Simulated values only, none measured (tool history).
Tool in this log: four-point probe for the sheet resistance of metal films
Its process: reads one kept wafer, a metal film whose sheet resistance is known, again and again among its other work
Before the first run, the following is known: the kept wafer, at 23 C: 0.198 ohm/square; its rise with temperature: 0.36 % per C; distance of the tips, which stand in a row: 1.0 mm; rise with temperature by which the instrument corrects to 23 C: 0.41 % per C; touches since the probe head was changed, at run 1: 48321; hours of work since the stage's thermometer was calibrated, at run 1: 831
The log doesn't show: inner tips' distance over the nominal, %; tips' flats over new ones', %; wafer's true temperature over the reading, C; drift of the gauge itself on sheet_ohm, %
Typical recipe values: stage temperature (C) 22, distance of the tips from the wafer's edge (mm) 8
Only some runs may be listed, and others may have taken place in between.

run,hour,stage temperature (C),distance of the tips from the wafer's edge (mm),touches since the probe head was changed,hours of work since the stage's thermometer was calibrated,sheet resistance as the instrument gives it (ohm/square)
1,0,22,8,48321,831,0.201156
2,99,22,8,51251,895,0.201181
3,180.4,22,8,53660,947,0.201219
4,292.5,22,8,56980,1019,0.201365
5,403.1,22,8,60252,1091,0.201422
6,484.2,22,4,62652,1143,0.206274
7,536.5,22,4,64199,1176,0.206366
8,611,22,4,66405,1225,0.206437
9,738,22,4,70166,1306,0.206506
10,822.2,22,4,72656,1361,0.206504
11,946.6,22,8,76337,1441,0.201793
12,1040.2,22,8,79107,1501,0.201902
13,1149.6,22,8,82348,1572,0.201931
# hour 1275.8: new probe head fitted
14,1275.8,22,8,0,1652,0.198509
15,1401.9,22,8,3731,1733,0.19861
16,1470.6,22,8,5764,1778,0.198583
17,1545.1,22,8,7969,1826,0.19877
18,1620,22,8,10185,1874,0.198804
19,1712.9,22,8,12936,1934,0.198862
20,1787.5,22,8,15144,1982,0.198919
21,1841.4,34,13,16738,2017,0.196845
# hour 1903.9: stage's thermometer calibrated
22,1911.1,34,13,18786,5,0.197119
23,1994.7,23,29,21262,59,0.197571
24,2060.4,23,17,23207,101,0.197882
25,2165.7,23,17,26322,169,0.198031
26,2236.5,25,17,28419,214,0.197871
27,2339,25,17,31452,280,0.197883
28,2430.9,18,12,34173,340,0.198868
29,2539,20,11,37370,409,0.198989
30,2598.4,20,40,39129,447,0.198183
31,2714.6,20,40,42570,522,0.198328
32,2772.2,22,5,44273,559,0.202241
33,2900.1,34,30,48060,642,0.197283
34,2996.7,34,30,50919,704,0.197452
35,3053.6,25,10,52602,741,0.199063
36,3173.8,25,10,56159,818,0.199207
37,3276.7,25,10,59204,884,0.19919

Across each entry between runs, compare the hidden state at the last listed run before it with the hidden state at the first listed run after it:
From run 13 to run 14: new probe head fitted (hour 1275.8)
  inner tips' distance over the nominal, %: 1.086 -> -0.498; tips' flats over new ones', %: 38 -> 0; wafer's true temperature over the reading, C: -0.22 -> -0.23
  the result without the hidden state subtracted from the measured one, sheet resistance as the instrument gives it (ohm/square): +0.002188 -> -0.00124
From run 21 to run 22: stage's thermometer calibrated (hour 1903.9)
  inner tips' distance over the nominal, %: -0.295 -> -0.272; tips' flats over new ones', %: 8 -> 9; wafer's true temperature over the reading, C: -0.27 -> 0
  the result without the hidden state subtracted from the measured one, sheet resistance as the instrument gives it (ohm/square): -0.000813 -> -0.000584
